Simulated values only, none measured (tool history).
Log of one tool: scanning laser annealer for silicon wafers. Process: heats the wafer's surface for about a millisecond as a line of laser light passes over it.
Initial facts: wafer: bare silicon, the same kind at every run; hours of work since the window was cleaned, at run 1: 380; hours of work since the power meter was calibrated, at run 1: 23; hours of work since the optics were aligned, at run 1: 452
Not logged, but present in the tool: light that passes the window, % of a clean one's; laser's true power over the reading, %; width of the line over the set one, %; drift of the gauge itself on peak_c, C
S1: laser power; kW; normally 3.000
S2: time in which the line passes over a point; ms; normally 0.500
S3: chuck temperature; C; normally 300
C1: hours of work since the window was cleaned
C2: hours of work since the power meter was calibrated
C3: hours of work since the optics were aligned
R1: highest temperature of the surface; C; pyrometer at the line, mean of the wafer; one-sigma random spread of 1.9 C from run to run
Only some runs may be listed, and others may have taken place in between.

{"run": 1, "hour": 0.0, "S1": 3.0, "S2": 0.5, "S3": 300, "C1": 380, "C2": 23, "C3": 452, "R1": 1070}
{"run": 2, "hour": 6.6, "S1": 3.0, "S2": 0.5, "S3": 300, "C1": 384, "C2": 26, "C3": 455, "R1": 1066}
{"run": 3, "hour": 11.7, "S1": 3.0, "S2": 0.5, "S3": 300, "C1": 386, "C2": 29, "C3": 458, "R1": 1070}
{"run": 4, "hour": 19.4, "S1": 3.0, "S2": 0.5, "S3": 300, "C1": 390, "C2": 33, "C3": 462, "R1": 1070}
{"run": 5, "hour": 25.6, "S1": 3.0, "S2": 0.5, "S3": 300, "C1": 393, "C2": 36, "C3": 465, "R1": 1069}
{"run": 6, "hour": 33.4, "S1": 3.0, "S2": 0.5, "S3": 300, "C1": 397, "C2": 40, "C3": 469, "R1": 1071}
{"run": 7, "hour": 43.9, "S1": 3.0, "S2": 0.5, "S3": 300, "C1": 402, "C2": 45, "C3": 474, "R1": 1067}
{"run": 8, "hour": 53.2, "S1": 3.0, "S2": 0.5, "S3": 300, "C1": 407, "C2": 50, "C3": 479, "R1": 1066}
{"run": 9, "hour": 59.7, "S1": 3.0, "S2": 0.5, "S3": 300, "C1": 410, "C2": 53, "C3": 482, "R1": 1063}
{"run": 10, "hour": 66.6, "S1": 3.0, "S2": 0.5, "S3": 300, "C1": 414, "C2": 56, "C3": 485, "R1": 1067}
{"run": 11, "hour": 77.1, "S1": 3.0, "S2": 0.5, "S3": 300, "C1": 419, "C2": 62, "C3": 490, "R1": 1063}
{"run": 12, "hour": 86.9, "S1": 3.0, "S2": 0.5, "S3": 300, "C1": 424, "C2": 67, "C3": 495, "R1": 1065}
{"run": 13, "hour": 97.1, "S1": 3.0, "S2": 0.5, "S3": 300, "C1": 429, "C2": 72, "C3": 500, "R1": 1068}
{"run": 14, "hour": 105.6, "S1": 3.0, "S2": 0.5, "S3": 300, "C1": 433, "C2": 76, "C3": 505, "R1": 1063}
{"run": 15, "hour": 113.7, "S1": 3.0, "S2": 0.5, "S3": 280, "C1": 437, "C2": 80, "C3": 509, "R1": 1045}
{"run": 16, "hour": 125.2, "S1": 3.0, "S2": 0.5, "S3": 280, "C1": 443, "C2": 86, "C3": 515, "R1": 1042}
{"run": 17, "hour": 130.6, "S1": 3.0, "S2": 0.5, "S3": 280, "C1": 446, "C2": 88, "C3": 517, "R1": 1042}
{"run": 18, "hour": 136.6, "S1": 3.0, "S2": 0.5, "S3": 280, "C1": 449, "C2": 91, "C3": 520, "R1": 1043}
{"run": 19, "hour": 146.1, "S1": 3.0, "S2": 0.5, "S3": 280, "C1": 454, "C2": 96, "C3": 525, "R1": 1040}
{"run": 20, "hour": 156.0, "S1": 3.0, "S2": 0.5, "S3": 280, "C1": 458, "C2": 101, "C3": 530, "R1": 1040}
{"run": 21, "hour": 163.3, "S1": 3.0, "S2": 0.5, "S3": 280, "C1": 462, "C2": 105, "C3": 534, "R1": 1042}
{"run": 22, "hour": 173.6, "S1": 3.0, "S2": 0.5, "S3": 303, "C1": 467, "C2": 110, "C3": 539, "R1": 1064}
{"run": 23, "hour": 185.0, "S1": 3.097, "S2": 0.372, "S3": 279, "C1": 473, "C2": 116, "C3": 544, "R1": 956}
{"run": 24, "hour": 192.2, "S1": 3.08, "S2": 0.516, "S3": 262, "C1": 477, "C2": 119, "C3": 548, "R1": 1052}
{"run": 25, "hour": 202.7, "S1": 3.026, "S2": 0.516, "S3": 262, "C1": 482, "C2": 125, "C3": 553, "R1": 1041}
{"run": 26, "hour": 210.5, "S1": 3.026, "S2": 0.516, "S3": 262, "C1": 486, "C2": 128, "C3": 557, "R1": 1040}
{"run": 27, "hour": 215.5, "S1": 2.833, "S2": 0.5, "S3": 336, "C1": 488, "C2": 131, "C3": 560, "R1": 1050}
{"run": 28, "hour": 226.6, "S1": 2.833, "S2": 0.5, "S3": 336, "C1": 494, "C2": 136, "C3": 565, "R1": 1051}
{"run": 29, "hour": 234.1, "S1": 3.027, "S2": 0.503, "S3": 327, "C1": 498, "C2": 140, "C3": 569, "R1": 1091}
{"run": 30, "hour": 239.0, "S1": 2.962, "S2": 0.5, "S3": 283, "C1": 500, "C2": 143, "C3": 571, "R1": 1029}
{"run": 31, "hour": 247.6, "S1": 2.906, "S2": 0.405, "S3": 338, "C1": 504, "C2": 147, "C3": 576, "R1": 995}
{"run": 32, "hour": 256.1, "S1": 2.952, "S2": 0.396, "S3": 338, "C1": 508, "C2": 151, "C3": 580, "R1": 998}
{"run": 33, "hour": 263.4, "S1": 2.952, "S2": 0.396, "S3": 338, "C1": 512, "C2": 155, "C3": 584, "R1": 999}
{"run": 34, "hour": 270.8, "S1": 2.952, "S2": 0.396, "S3": 280, "C1": 516, "C2": 159, "C3": 587, "R1": 943}
{"run": 35, "hour": 278.2, "S1": 2.655, "S2": 0.5, "S3": 300, "C1": 520, "C2": 162, "C3": 591, "R1": 966}

Run 36 comes next. What will it give?
{"run": 36, "hour": 287.7, "S1": 2.847, "S2": 0.365, "S3": 271, "C1": 524, "C2": 167, "C3": 596, "R1": "?"}

Run 36 came out at R1 884 C.
Were there no unlogged condition in the tool, this run, its random variation unchanged, would have produced R1 927 C.
